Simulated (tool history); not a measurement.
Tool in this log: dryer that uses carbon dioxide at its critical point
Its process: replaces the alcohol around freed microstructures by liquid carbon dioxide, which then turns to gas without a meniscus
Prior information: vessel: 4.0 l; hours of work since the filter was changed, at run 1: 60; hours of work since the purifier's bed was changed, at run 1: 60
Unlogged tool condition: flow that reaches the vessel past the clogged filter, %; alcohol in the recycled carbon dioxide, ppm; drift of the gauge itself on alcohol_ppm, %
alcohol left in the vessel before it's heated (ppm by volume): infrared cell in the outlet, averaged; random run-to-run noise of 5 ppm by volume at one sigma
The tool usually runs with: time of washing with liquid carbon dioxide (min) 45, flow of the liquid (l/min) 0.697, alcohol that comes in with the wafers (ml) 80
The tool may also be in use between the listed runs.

| run | hour | time of washing with liquid carbon dioxide (min) | flow of the liquid (l/min) | alcohol that comes in with the wafers (ml) | hours of work since the filter was changed | hours of work since the purifier's bed was changed | alcohol left in the vessel before it's heated (ppm by volume) |
|---|---|---|---|---|---|---|---|
| 1 | 0 | 45 | 0.697 | 80 | 60 | 60 | 59 |
| 2 | 24.8 | 45 | 0.697 | 80 | 74 | 74 | 57 |
| 3 | 39 | 48 | 0.697 | 80 | 82 | 82 | 66 |
| 4 | 65.2 | 48 | 0.697 | 52 | 98 | 98 | 57 |
| 5 | 79 | 48 | 0.697 | 52 | 106 | 106 | 66 |
| 6 | 97.8 | 48 | 0.697 | 52 | 117 | 117 | 76 |
| 7 | 110.9 | 30 | 0.697 | 52 | 124 | 124 | 200 |
| 8 | 135.7 | 45 | 0.697 | 80 | 138 | 138 | 98 |
| 9 | 154.8 | 45 | 0.697 | 80 | 150 | 150 | 101 |
| 10 | 173.2 | 45 | 0.448 | 80 | 160 | 160 | 344 |
| 11 | 201.4 | 45 | 0.448 | 80 | 177 | 177 | 358 |
| 12 | 216.8 | 45 | 0.697 | 80 | 185 | 185 | 121 |
| 13 | 242.3 | 45 | 1.079 | 80 | 200 | 200 | 100 |
| 14 | 264.5 | 45 | 1.079 | 80 | 213 | 213 | 106 |
| 15 | 287.4 | 45 | 0.574 | 80 | 226 | 226 | 190 |
| 16 | 303.1 | 45 | 1.137 | 80 | 235 | 235 | 113 |
| 17 | 318.5 | 45 | 0.697 | 80 | 244 | 244 | 153 |
| 18 | 332.9 | 45 | 0.654 | 80 | 253 | 253 | 160 |
| 19 | 347.7 | 45 | 0.697 | 80 | 261 | 261 | 152 |
| 20 | 360 | 45 | 0.697 | 80 | 268 | 268 | 155 |
| 21 | 384.6 | 45 | 0.697 | 80 | 283 | 283 | 167 |
| 22 | 408.4 | 45 | 0.697 | 82 | 296 | 296 | 166 |
| 23 | 428.7 | 45 | 0.697 | 82 | 308 | 308 | 179 |
| 24 | 444.3 | 45 | 0.697 | 98 | 317 | 317 | 189 |
| 25 | 459.3 | 45 | 0.697 | 98 | 326 | 326 | 199 |
| 26 | 470.7 | 44 | 0.997 | 75 | 333 | 333 | 160 |
| 27 | 498.3 | 60 | 0.752 | 80 | 349 | 349 | 167 |
| 28 | 520.4 | 60 | 0.752 | 80 | 361 | 361 | 176 |
| 29 | 543.1 | 60 | 0.752 | 80 | 375 | 375 | 170 |
| 30 | 558.1 | 60 | 0.752 | 80 | 383 | 383 | 182 |
| 31 | 585.4 | 60 | 0.514 | 49 | 399 | 399 | 220 |
| 32 | 597.5 | 60 | 0.514 | 49 | 406 | 406 | 222 |
| 33 | 624.5 | 30 | 0.697 | 115 | 422 | 422 | 587 |
| 34 | 643.3 | 30 | 0.697 | 115 | 433 | 433 | 579 |
| 35 | 669.6 | 30 | 0.779 | 54 | 448 | 448 | 314 |
| 36 | 688.5 | 30 | 0.779 | 54 | 459 | 459 | 317 |
| 37 | 710.6 | 53 | 0.566 | 104 | 472 | 472 | 282 |
| 38 | 726.7 | 53 | 0.566 | 104 | 481 | 481 | 290 |
| 39 | 748.3 | 65 | 0.697 | 26 | 493 | 493 | 230 |
| 40 | 766.6 | 34 | 0.697 | 67 | 504 | 504 | 370 |
| 41 | 781.2 | 45 | 0.697 | 61 | 513 | 513 | 263 |
| 42 | 794.2 | 67 | 0.944 | 85 | 520 | 520 | 239 |
|  | 808.6 | purifier's bed changed |
| 43 | 820.7 | 49 | 0.921 | 55 | 534 | 7 | 7 |

3 options for the next run, each taken on its own from the tool as it stands now. Forecast them:
|  | 832.1 | inlet filter changed |
| A | 835.9 | 37 | 0.921 | 55 | 2 | 15 | ? |
|  | 832.1 | inlet filter changed |
| B | 835.9 | 49 | 0.476 | 55 | 2 | 15 | ? |
|  | 832.1 | inlet filter changed |
| C | 835.9 | 55 | 0.442 | 91 | 2 | 15 | ? |

| run | alcohol left in the vessel before it's heated (ppm by volume) |
|---|---|
| A | 24 |
| B | 86 |
| C | 135 |
The same runs, with their run-to-run variation unchanged, on a tool lacking any hidden condition would have given:
| run | alcohol left in the vessel before it's heated (ppm by volume) |
|---|---|
| A | 15 |
| B | 77 |
| C | 125 |
